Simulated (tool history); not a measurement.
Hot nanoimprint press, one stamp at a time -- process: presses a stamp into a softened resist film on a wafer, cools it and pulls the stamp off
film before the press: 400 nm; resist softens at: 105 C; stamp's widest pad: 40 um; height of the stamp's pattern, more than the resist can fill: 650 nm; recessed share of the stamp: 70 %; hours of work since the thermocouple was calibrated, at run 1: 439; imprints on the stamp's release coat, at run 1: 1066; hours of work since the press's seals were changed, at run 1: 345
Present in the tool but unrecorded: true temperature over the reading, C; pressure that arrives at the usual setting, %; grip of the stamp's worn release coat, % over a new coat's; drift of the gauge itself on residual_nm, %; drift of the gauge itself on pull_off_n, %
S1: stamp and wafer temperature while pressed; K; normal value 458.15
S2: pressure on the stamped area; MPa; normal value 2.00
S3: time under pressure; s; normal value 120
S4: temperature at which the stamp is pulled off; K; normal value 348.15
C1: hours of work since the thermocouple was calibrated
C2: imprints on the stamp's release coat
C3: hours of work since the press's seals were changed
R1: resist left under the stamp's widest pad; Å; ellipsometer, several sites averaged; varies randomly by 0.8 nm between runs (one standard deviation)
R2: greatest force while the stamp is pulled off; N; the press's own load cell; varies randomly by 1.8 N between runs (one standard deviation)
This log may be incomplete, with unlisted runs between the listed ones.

run 1 hour=0.0 | S1=458.15 S2=2.00 S3=120 S4=348.15 | C1=439 C2=1066 C3=345 | R1=1516 R2=120
run 2 hour=24.2 | S1=458.15 S2=2.00 S3=120 S4=340.15 | C1=449 C2=1137 C3=356 | R1=1523 R2=131
run 3 hour=42.1 | S1=458.15 S2=2.00 S3=120 S4=348.15 | C1=457 C2=1189 C3=363 | R1=1517 R2=119
run 4 hour=54.6 | S1=458.15 S2=2.00 S3=120 S4=348.15 | C1=462 C2=1225 C3=369 | R1=1531 R2=124
run 5 hour=80.1 | S1=458.15 S2=2.00 S3=120 S4=348.15 | C1=473 C2=1300 C3=380 | R1=1523 R2=122
run 6 hour=95.1 | S1=458.15 S2=2.00 S3=120 S4=348.15 | C1=479 C2=1343 C3=386 | R1=1528 R2=126
run 7 hour=115.2 | S1=458.15 S2=2.00 S3=120 S4=348.15 | C1=488 C2=1402 C3=395 | R1=1527 R2=121
run 8 hour=130.2 | S1=458.15 S2=2.00 S3=120 S4=348.15 | C1=494 C2=1446 C3=401 | R1=1538 R2=128
run 9 hour=149.9 | S1=458.15 S2=2.00 S3=120 S4=336.15 | C1=503 C2=1503 C3=410 | R1=1526 R2=140
run 10 hour=168.4 | S1=458.15 S2=2.00 S3=120 S4=348.15 | C1=511 C2=1558 C3=418 | R1=1526 R2=127
-- hour=181.7 stamp cleaned and given a new release coat
run 11 hour=194.5 | S1=458.15 S2=2.00 S3=120 S4=348.15 | C1=519 C2=37 C3=426 | R1=1520 R2=106
run 12 hour=213.5 | S1=458.15 S2=2.00 S3=222 S4=348.15 | C1=527 C2=93 C3=434 | R1=1181 R2=112
run 13 hour=238.2 | S1=458.15 S2=2.00 S3=222 S4=348.15 | C1=538 C2=165 C3=445 | R1=1176 R2=109
run 14 hour=259.4 | S1=458.15 S2=2.00 S3=222 S4=348.15 | C1=547 C2=227 C3=454 | R1=1175 R2=112
run 15 hour=278.2 | S1=458.15 S2=2.00 S3=222 S4=351.15 | C1=555 C2=282 C3=462 | R1=1182 R2=107
-- hour=290.9 plate thermocouple calibrated
run 16 hour=306.1 | S1=447.15 S2=1.91 S3=64 S4=348.15 | C1=7 C2=354 C3=473 | R1=2542 R2=110
run 17 hour=326.5 | S1=451.15 S2=1.91 S3=84 S4=335.15 | C1=15 C2=414 C3=481 | R1=2079 R2=124
run 18 hour=350.0 | S1=451.15 S2=1.91 S3=84 S4=335.15 | C1=25 C2=482 C3=491 | R1=2090 R2=124
run 19 hour=368.4 | S1=451.15 S2=1.91 S3=84 S4=335.15 | C1=33 C2=536 C3=499 | R1=2099 R2=126
run 20 hour=392.9 | S1=451.15 S2=1.91 S3=84 S4=335.15 | C1=44 C2=608 C3=510 | R1=2097 R2=129
run 21 hour=411.7 | S1=456.15 S2=2.00 S3=218 S4=348.15 | C1=52 C2=663 C3=518 | R1=1186 R2=111
run 22 hour=423.6 | S1=456.15 S2=2.00 S3=218 S4=348.15 | C1=57 C2=697 C3=523 | R1=1191 R2=119
run 23 hour=440.7 | S1=449.15 S2=2.61 S3=215 S4=346.15 | C1=64 C2=747 C3=530 | R1=1337 R2=121
run 24 hour=458.4 | S1=458.15 S2=2.00 S3=233 S4=348.15 | C1=72 C2=799 C3=538 | R1=1091 R2=116
run 25 hour=484.6 | S1=458.15 S2=2.00 S3=233 S4=348.15 | C1=83 C2=875 C3=549 | R1=1099 R2=116
run 26 hour=498.2 | S1=464.15 S2=2.00 S3=126 S4=348.15 | C1=89 C2=915 C3=555 | R1=1202 R2=118
run 27 hour=517.9 | S1=462.15 S2=2.00 S3=131 S4=348.15 | C1=97 C2=972 C3=563 | R1=1272 R2=118
run 28 hour=538.8 | S1=462.15 S2=2.85 S3=65 S4=348.15 | C1=106 C2=1033 C3=572 | R1=1477 R2=117
run 29 hour=562.0 | S1=458.15 S2=2.61 S3=76 S4=348.15 | C1=116 C2=1101 C3=582 | R1=1577 R2=116

4 options for the next run, each taken on its own from the tool as it stands now. Forecast them:
run A hour=578.9 | S1=450.15 S2=1.55 S3=76 S4=341.15 | C1=123 C2=1151 C3=589 | R1=? R2=?
run B hour=578.9 | S1=458.15 S2=2.50 S3=120 S4=348.15 | C1=123 C2=1151 C3=589 | R1=? R2=?
run C hour=578.9 | S1=458.15 S2=1.59 S3=76 S4=343.15 | C1=123 C2=1151 C3=589 | R1=? R2=?
run D hour=578.9 | S1=458.15 S2=2.61 S3=64 S4=348.15 | C1=123 C2=1151 C3=589 | R1=? R2=?

run=A R1=2402 R2=128
run=B R1=1330 R2=119
run=C R1=1943 R2=122
run=D R1=1712 R2=117
Had the tool no hidden state, the same runs would have come out as:
run=A R1=2375 R2=112
run=B R1=1304 R2=104
run=C R1=1918 R2=107
run=D R1=1680 R2=103
